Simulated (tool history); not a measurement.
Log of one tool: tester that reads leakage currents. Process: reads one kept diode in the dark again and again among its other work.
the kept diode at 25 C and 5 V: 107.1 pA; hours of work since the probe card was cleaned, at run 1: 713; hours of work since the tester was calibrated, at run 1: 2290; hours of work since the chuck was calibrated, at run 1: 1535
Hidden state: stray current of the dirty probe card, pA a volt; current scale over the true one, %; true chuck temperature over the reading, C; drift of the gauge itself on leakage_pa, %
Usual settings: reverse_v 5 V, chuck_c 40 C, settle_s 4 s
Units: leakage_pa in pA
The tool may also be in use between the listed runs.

run   hour  reverse_v  chuck_c  settle_s  hours of work since the probe card was cleaned  hours of work since the tester was calibrated  hours of work since the chuck was calibrated  leakage_pa
  1      0          5       40         4                                             713                                           2290                                          1535      382.21
      56.1  -- chuck's temperature calibrated
  2   70.7       1.11       40         4                                             752                                           2330                                             8      174.26
  3  119.7       1.11       40         4                                             781                                           2358                                            37      175.22
  4  163.5       1.11       40         4                                             806                                           2384                                            62      175.81
     199.2  -- tester calibrated
  5  199.2          5       40         4                                             825                                              0                                            82      337.81
  6  230.4          5       40         4                                             843                                             18                                           100      337.96
  7  261.9          5       40         4                                             862                                             36                                           118      338.86
  8  325.9       1.65       54      2.88                                             899                                             73                                           155      547.27
  9  395.1      18.85       56      0.35                                             939                                            113                                           195     1868.65
 10  470.3       1.33       58       0.3                                             982                                            157                                           238      649.06
 11  522.7       1.33       58       0.3                                            1012                                            187                                           268      651.32
 12  579.9       2.67       58      0.82                                            1045                                            220                                           301      890.98
 13  617.2       2.07       58      2.96                                            1067                                            241                                           323      797.75

Hidden state or all else? Some run-to-run changes of leakage_pa, split into what the settings, what came in and random variation would give without the hidden state, and what is left for the hidden state (with any gauge scatter that isn't in both results):
Run 1 -> 2: reverse_v 5 -> 1.11, chuck's temperature calibrated. leakage_pa -207.95 pA: hidden state -41.67, all else -166.28.
Run 8 -> 9: reverse_v 1.65 -> 18.85, chuck_c 54 -> 56, settle_s 2.88 -> 0.35. leakage_pa +1321.38 pA: hidden state +11.77, all else +1309.61.
